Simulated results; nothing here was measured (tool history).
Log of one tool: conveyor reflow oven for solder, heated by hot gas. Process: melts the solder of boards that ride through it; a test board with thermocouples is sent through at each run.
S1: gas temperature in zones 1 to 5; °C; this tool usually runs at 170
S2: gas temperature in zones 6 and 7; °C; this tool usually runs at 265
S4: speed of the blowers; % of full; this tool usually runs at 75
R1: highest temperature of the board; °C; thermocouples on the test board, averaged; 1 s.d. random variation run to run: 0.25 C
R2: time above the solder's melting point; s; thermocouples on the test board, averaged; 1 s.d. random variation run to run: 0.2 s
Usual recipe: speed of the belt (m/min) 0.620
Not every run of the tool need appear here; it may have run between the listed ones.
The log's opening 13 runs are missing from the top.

{"run": 14, "hour": 215.6, "S1": 170, "S2": 265, "speed of the belt (m/min)": 0.62, "S4": 75, "R1": 249.4, "R2": 40.8}
{"run": 15, "hour": 229.6, "S1": 175, "S2": 265, "speed of the belt (m/min)": 0.62, "S4": 75, "R1": 250.4, "R2": 42.5}
{"run": 16, "hour": 240.2, "S1": 175, "S2": 265, "speed of the belt (m/min)": 0.62, "S4": 75, "R1": 250.1, "R2": 42.4}
{"run": 17, "hour": 257.9, "S1": 175, "S2": 258, "speed of the belt (m/min)": 0.707, "S4": 75, "R1": 240.3, "R2": 29.8}
{"run": 18, "hour": 270.9, "S1": 175, "S2": 258, "speed of the belt (m/min)": 0.707, "S4": 75, "R1": 239.9, "R2": 30.1}
{"run": 19, "hour": 284.3, "S1": 175, "S2": 258, "speed of the belt (m/min)": 0.707, "S4": 75, "R1": 240.1, "R2": 30.1}
{"run": 20, "hour": 293.3, "S1": 161, "S2": 267, "speed of the belt (m/min)": 0.62, "S4": 75, "R1": 249.1, "R2": 38.3}
{"run": 21, "hour": 305.3, "S1": 166, "S2": 271, "speed of the belt (m/min)": 0.689, "S4": 75, "R1": 249.6, "R2": 35.4}
{"run": 22, "hour": 317.4, "S1": 170, "S2": 267, "speed of the belt (m/min)": 0.62, "S4": 75, "R1": 250.8, "R2": 41.3}
{"run": 23, "hour": 331.8, "S1": 170, "S2": 265, "speed of the belt (m/min)": 0.606, "S4": 64, "R1": 247.3, "R2": 40.2}
{"run": 24, "hour": 346.7, "S1": 171, "S2": 265, "speed of the belt (m/min)": 0.522, "S4": 64, "R1": 252.3, "R2": 51.3}
{"run": 25, "hour": 358.0, "S1": 170, "S2": 276, "speed of the belt (m/min)": 0.661, "S4": 63, "R1": 253.1, "R2": 39.0}
{"run": 26, "hour": 374.9, "S1": 170, "S2": 262, "speed of the belt (m/min)": 0.661, "S4": 75, "R1": 243.7, "R2": 34.2}
{"run": 27, "hour": 387.1, "S1": 185, "S2": 265, "speed of the belt (m/min)": 0.604, "S4": 75, "R1": 252.3, "R2": 47.9}
{"run": 28, "hour": 400.5, "S1": 185, "S2": 265, "speed of the belt (m/min)": 0.604, "S4": 75, "R1": 252.8, "R2": 48.2}
{"run": 29, "hour": 410.4, "S1": 175, "S2": 265, "speed of the belt (m/min)": 0.62, "S4": 75, "R1": 249.6, "R2": 42.4}
{"run": 30, "hour": 431.0, "S1": 175, "S2": 265, "speed of the belt (m/min)": 0.529, "S4": 75, "R1": 254.0, "R2": 53.7}
{"hour": 444.9, "done": "flux residue cleaned out of gas plates and filters"}
{"run": 31, "hour": 449.4, "S1": 170, "S2": 269, "speed of the belt (m/min)": 0.62, "S4": 75, "R1": 255.3, "R2": 43.8}

Here are 4 independent what-if runs from the current tool condition. What would each one return?
{"run": "A", "hour": 465.0, "S1": 170, "S2": 273, "speed of the belt (m/min)": 0.62, "S4": 75, "R1": "?", "R2": "?"}
{"run": "B", "hour": 465.0, "S1": 171, "S2": 265, "speed of the belt (m/min)": 0.62, "S4": 75, "R1": "?", "R2": "?"}
{"run": "C", "hour": 465.0, "S1": 170, "S2": 266, "speed of the belt (m/min)": 0.688, "S4": 75, "R1": "?", "R2": "?"}
{"run": "D", "hour": 465.0, "S1": 170, "S2": 269, "speed of the belt (m/min)": 0.62, "S4": 75, "R1": "?", "R2": "?"}

run=A R1=258.3 R2=46.0
run=B R1=251.5 R2=42.6
run=C R1=248.3 R2=36.0
run=D R1=255.0 R2=44.0
The same runs, with their run-to-run variation unchanged, on a tool lacking any hidden condition would have given:
run=A R1=257.0 R2=45.1
run=B R1=250.2 R2=41.7
run=C R1=247.0 R2=35.1
run=D R1=253.6 R2=43.1

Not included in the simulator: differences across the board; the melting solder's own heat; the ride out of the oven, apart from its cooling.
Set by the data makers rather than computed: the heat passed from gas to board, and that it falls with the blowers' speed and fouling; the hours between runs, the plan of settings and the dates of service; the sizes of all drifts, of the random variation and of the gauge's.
